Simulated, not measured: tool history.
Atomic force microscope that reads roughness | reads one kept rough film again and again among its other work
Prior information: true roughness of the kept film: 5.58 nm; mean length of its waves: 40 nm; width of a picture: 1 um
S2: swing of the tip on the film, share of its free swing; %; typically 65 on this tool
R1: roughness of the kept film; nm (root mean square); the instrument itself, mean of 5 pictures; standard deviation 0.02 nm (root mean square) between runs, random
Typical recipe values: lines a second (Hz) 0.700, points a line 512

run 1 hour=0.0 | lines_a_second_(Hz)=0.700 S2=65 points_a_line=512 | R1=3.802
-- hour=3.7 new tip fitted
run 2 hour=44.1 | lines_a_second_(Hz)=0.700 S2=65 points_a_line=512 | R1=4.518
run 3 hour=72.0 | lines_a_second_(Hz)=0.700 S2=65 points_a_line=512 | R1=4.207
-- hour=112.2 new tip fitted
run 4 hour=119.4 | lines_a_second_(Hz)=0.700 S2=64 points_a_line=512 | R1=4.874
run 5 hour=146.0 | lines_a_second_(Hz)=0.700 S2=64 points_a_line=512 | R1=4.565
run 6 hour=185.1 | lines_a_second_(Hz)=0.700 S2=64 points_a_line=512 | R1=4.161
run 7 hour=218.1 | lines_a_second_(Hz)=0.700 S2=67 points_a_line=512 | R1=3.848
-- hour=220.8 new tip fitted
run 8 hour=258.1 | lines_a_second_(Hz)=0.700 S2=70 points_a_line=512 | R1=4.498
run 9 hour=300.8 | lines_a_second_(Hz)=0.716 S2=70 points_a_line=512 | R1=4.033
-- hour=330.5 new tip fitted
run 10 hour=334.0 | lines_a_second_(Hz)=3.091 S2=70 points_a_line=512 | R1=4.627
run 11 hour=363.5 | lines_a_second_(Hz)=3.091 S2=70 points_a_line=512 | R1=4.284
run 12 hour=402.1 | lines_a_second_(Hz)=3.091 S2=70 points_a_line=512 | R1=3.889
-- hour=438.8 new tip fitted
run 13 hour=439.1 | lines_a_second_(Hz)=0.700 S2=65 points_a_line=512 | R1=4.977
run 14 hour=479.8 | lines_a_second_(Hz)=0.700 S2=65 points_a_line=739 | R1=4.489
run 15 hour=506.3 | lines_a_second_(Hz)=0.700 S2=65 points_a_line=739 | R1=4.203
run 16 hour=541.3 | lines_a_second_(Hz)=0.700 S2=65 points_a_line=739 | R1=3.876
-- hour=548.4 new tip fitted
run 17 hour=588.4 | lines_a_second_(Hz)=0.700 S2=65 points_a_line=512 | R1=4.505
run 18 hour=626.6 | lines_a_second_(Hz)=0.700 S2=65 points_a_line=512 | R1=4.133
run 19 hour=655.3 | lines_a_second_(Hz)=0.700 S2=65 points_a_line=512 | R1=3.883
-- hour=659.1 new tip fitted
run 20 hour=703.8 | lines_a_second_(Hz)=0.700 S2=65 points_a_line=512 | R1=4.487
run 21 hour=743.8 | lines_a_second_(Hz)=0.700 S2=65 points_a_line=512 | R1=4.060
-- hour=767.2 new tip fitted
run 22 hour=791.4 | lines_a_second_(Hz)=0.914 S2=65 points_a_line=512 | R1=4.652
run 23 hour=817.5 | lines_a_second_(Hz)=0.914 S2=65 points_a_line=512 | R1=4.404
run 24 hour=866.2 | lines_a_second_(Hz)=0.700 S2=87 points_a_line=512 | R1=3.829
-- hour=876.4 new tip fitted
run 25 hour=892.5 | lines_a_second_(Hz)=0.700 S2=87 points_a_line=512 | R1=4.629
run 26 hour=923.8 | lines_a_second_(Hz)=0.521 S2=82 points_a_line=337 | R1=4.366
run 27 hour=972.5 | lines_a_second_(Hz)=0.521 S2=82 points_a_line=337 | R1=3.875
-- hour=985.6 new tip fitted
run 28 hour=993.4 | lines_a_second_(Hz)=0.700 S2=60 points_a_line=512 | R1=4.852
run 29 hour=1016.3 | lines_a_second_(Hz)=0.700 S2=60 points_a_line=512 | R1=4.599
run 30 hour=1048.2 | lines_a_second_(Hz)=0.970 S2=88 points_a_line=832 | R1=4.041
run 31 hour=1086.5 | lines_a_second_(Hz)=1.508 S2=88 points_a_line=535 | R1=3.589
-- hour=1094.9 new tip fitted
run 32 hour=1108.2 | lines_a_second_(Hz)=1.508 S2=88 points_a_line=535 | R1=4.413
run 33 hour=1155.0 | lines_a_second_(Hz)=0.700 S2=84 points_a_line=512 | R1=4.157
run 34 hour=1183.5 | lines_a_second_(Hz)=0.660 S2=63 points_a_line=512 | R1=3.993
-- hour=1202.9 new tip fitted
run 35 hour=1218.8 | lines_a_second_(Hz)=0.660 S2=63 points_a_line=512 | R1=4.715
run 36 hour=1258.9 | lines_a_second_(Hz)=2.940 S2=90 points_a_line=504 | R1=3.570
run 37 hour=1284.1 | lines_a_second_(Hz)=0.522 S2=79 points_a_line=354 | R1=3.956

Branching from run 37: 4 alternative next runs. What would each branch give?
-- hour=1313.4 new tip fitted
run A hour=1317.1 | lines_a_second_(Hz)=0.699 S2=79 points_a_line=354 | R1=?
-- hour=1313.4 new tip fitted
run B hour=1317.1 | lines_a_second_(Hz)=0.701 S2=65 points_a_line=361 | R1=?
-- hour=1313.4 new tip fitted
run C hour=1317.1 | lines_a_second_(Hz)=1.422 S2=78 points_a_line=302 | R1=?
-- hour=1313.4 new tip fitted
run D hour=1317.1 | lines_a_second_(Hz)=1.666 S2=79 points_a_line=309 | R1=?

run=A R1=4.737
run=B R1=4.860
run=C R1=4.624
run=D R1=4.576
Without the tool's unlogged condition, the same runs would have read:
run=A R1=4.879
run=B R1=5.006
run=C R1=4.763
run=D R1=4.713
